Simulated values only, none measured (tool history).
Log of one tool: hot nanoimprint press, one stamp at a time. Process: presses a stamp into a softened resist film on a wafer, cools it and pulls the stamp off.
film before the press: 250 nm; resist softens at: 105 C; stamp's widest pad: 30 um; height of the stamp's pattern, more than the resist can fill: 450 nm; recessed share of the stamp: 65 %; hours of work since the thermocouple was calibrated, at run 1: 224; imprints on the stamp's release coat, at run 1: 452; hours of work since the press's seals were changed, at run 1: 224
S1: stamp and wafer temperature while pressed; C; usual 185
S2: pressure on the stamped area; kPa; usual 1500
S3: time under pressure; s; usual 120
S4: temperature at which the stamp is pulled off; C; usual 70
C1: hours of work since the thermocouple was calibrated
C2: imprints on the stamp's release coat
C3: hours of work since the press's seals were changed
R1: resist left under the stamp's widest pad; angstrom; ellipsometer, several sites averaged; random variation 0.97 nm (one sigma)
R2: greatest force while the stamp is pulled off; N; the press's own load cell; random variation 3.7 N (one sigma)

{"run": 1, "hour": 0.0, "S1": 185, "S2": 1500, "S3": 120, "S4": 70, "C1": 224, "C2": 452, "C3": 224, "R1": 1468, "R2": 202}
{"run": 2, "hour": 9.6, "S1": 185, "S2": 1500, "S3": 120, "S4": 70, "C1": 229, "C2": 472, "C3": 229, "R1": 1459, "R2": 199}
{"run": 3, "hour": 28.7, "S1": 185, "S2": 1390, "S3": 120, "S4": 70, "C1": 239, "C2": 511, "C3": 239, "R1": 1491, "R2": 202}
{"run": 4, "hour": 43.3, "S1": 188, "S2": 1500, "S3": 120, "S4": 70, "C1": 247, "C2": 542, "C3": 247, "R1": 1328, "R2": 205}
{"run": 5, "hour": 63.8, "S1": 191, "S2": 1500, "S3": 120, "S4": 70, "C1": 257, "C2": 584, "C3": 257, "R1": 1189, "R2": 199}
{"run": 6, "hour": 73.9, "S1": 191, "S2": 1500, "S3": 120, "S4": 70, "C1": 263, "C2": 605, "C3": 263, "R1": 1192, "R2": 214}
{"run": 7, "hour": 83.4, "S1": 191, "S2": 1500, "S3": 120, "S4": 70, "C1": 268, "C2": 625, "C3": 268, "R1": 1200, "R2": 198}
{"run": 8, "hour": 100.4, "S1": 191, "S2": 1500, "S3": 120, "S4": 70, "C1": 277, "C2": 660, "C3": 277, "R1": 1184, "R2": 213}
{"run": 9, "hour": 114.8, "S1": 191, "S2": 1500, "S3": 71, "S4": 70, "C1": 284, "C2": 690, "C3": 284, "R1": 1413, "R2": 212}
{"run": 10, "hour": 123.7, "S1": 191, "S2": 1500, "S3": 71, "S4": 70, "C1": 289, "C2": 708, "C3": 289, "R1": 1416, "R2": 219}
{"hour": 131.2, "done": "stamp cleaned and given a new release coat"}
{"run": 11, "hour": 138.8, "S1": 185, "S2": 1500, "S3": 194, "S4": 70, "C1": 294, "C2": 16, "C3": 294, "R1": 1207, "R2": 176}
{"run": 12, "hour": 156.4, "S1": 185, "S2": 1500, "S3": 120, "S4": 70, "C1": 303, "C2": 52, "C3": 303, "R1": 1444, "R2": 171}
{"run": 13, "hour": 166.7, "S1": 185, "S2": 1500, "S3": 120, "S4": 70, "C1": 308, "C2": 74, "C3": 308, "R1": 1461, "R2": 177}
{"run": 14, "hour": 185.7, "S1": 185, "S2": 1500, "S3": 120, "S4": 70, "C1": 318, "C2": 113, "C3": 318, "R1": 1455, "R2": 184}
{"run": 15, "hour": 207.2, "S1": 185, "S2": 1500, "S3": 120, "S4": 59, "C1": 330, "C2": 157, "C3": 330, "R1": 1438, "R2": 189}
{"run": 16, "hour": 225.7, "S1": 186, "S2": 1500, "S3": 75, "S4": 59, "C1": 340, "C2": 196, "C3": 340, "R1": 1610, "R2": 195}
{"run": 17, "hour": 241.0, "S1": 186, "S2": 1500, "S3": 75, "S4": 59, "C1": 348, "C2": 227, "C3": 348, "R1": 1601, "R2": 203}
{"run": 18, "hour": 253.8, "S1": 176, "S2": 1130, "S3": 73, "S4": 70, "C1": 354, "C2": 254, "C3": 354, "R1": 2164, "R2": 188}
{"run": 19, "hour": 263.0, "S1": 176, "S2": 1130, "S3": 73, "S4": 70, "C1": 359, "C2": 273, "C3": 359, "R1": 2143, "R2": 194}
{"run": 20, "hour": 284.1, "S1": 176, "S2": 1130, "S3": 73, "S4": 70, "C1": 370, "C2": 317, "C3": 370, "R1": 2155, "R2": 189}
{"run": 21, "hour": 302.2, "S1": 176, "S2": 1130, "S3": 73, "S4": 70, "C1": 380, "C2": 354, "C3": 380, "R1": 2157, "R2": 192}
{"run": 22, "hour": 318.2, "S1": 176, "S2": 1130, "S3": 73, "S4": 70, "C1": 388, "C2": 387, "C3": 388, "R1": 2160, "R2": 197}
{"run": 23, "hour": 329.7, "S1": 179, "S2": 1130, "S3": 194, "S4": 77, "C1": 394, "C2": 411, "C3": 394, "R1": 1659, "R2": 189}
{"hour": 335.3, "done": "plate thermocouple calibrated"}
{"run": 24, "hour": 344.1, "S1": 191, "S2": 1500, "S3": 120, "S4": 70, "C1": 5, "C2": 435, "C3": 400, "R1": 1213, "R2": 205}
{"run": 25, "hour": 363.7, "S1": 188, "S2": 1510, "S3": 120, "S4": 70, "C1": 15, "C2": 475, "C3": 411, "R1": 1341, "R2": 203}
{"run": 26, "hour": 382.2, "S1": 189, "S2": 1060, "S3": 183, "S4": 60, "C1": 25, "C2": 513, "C3": 420, "R1": 1292, "R2": 219}
{"run": 27, "hour": 400.8, "S1": 185, "S2": 1500, "S3": 154, "S4": 57, "C1": 34, "C2": 552, "C3": 430, "R1": 1365, "R2": 228}
{"run": 28, "hour": 410.5, "S1": 185, "S2": 1020, "S3": 117, "S4": 61, "C1": 40, "C2": 572, "C3": 435, "R1": 1687, "R2": 224}

Forecast each of these 3 alternatives for the next run:
{"run": "A", "hour": 430.0, "S1": 178, "S2": 1020, "S3": 215, "S4": 61, "C1": 50, "C2": 612, "C3": 445, "R1": "?", "R2": "?"}
{"run": "B", "hour": 430.0, "S1": 183, "S2": 1500, "S3": 153, "S4": 75, "C1": 50, "C2": 612, "C3": 445, "R1": "?", "R2": "?"}
{"run": "C", "hour": 430.0, "S1": 185, "S2": 1500, "S3": 120, "S4": 67, "C1": 50, "C2": 612, "C3": 445, "R1": "?", "R2": "?"}

run=A R1=1769 R2=226
run=B R1=1461 R2=199
run=C R1=1485 R2=209
Without the tool's hidden state the same runs would have given:
run=A R1=1783 R2=191
run=B R1=1472 R2=168
run=C R1=1496 R2=176
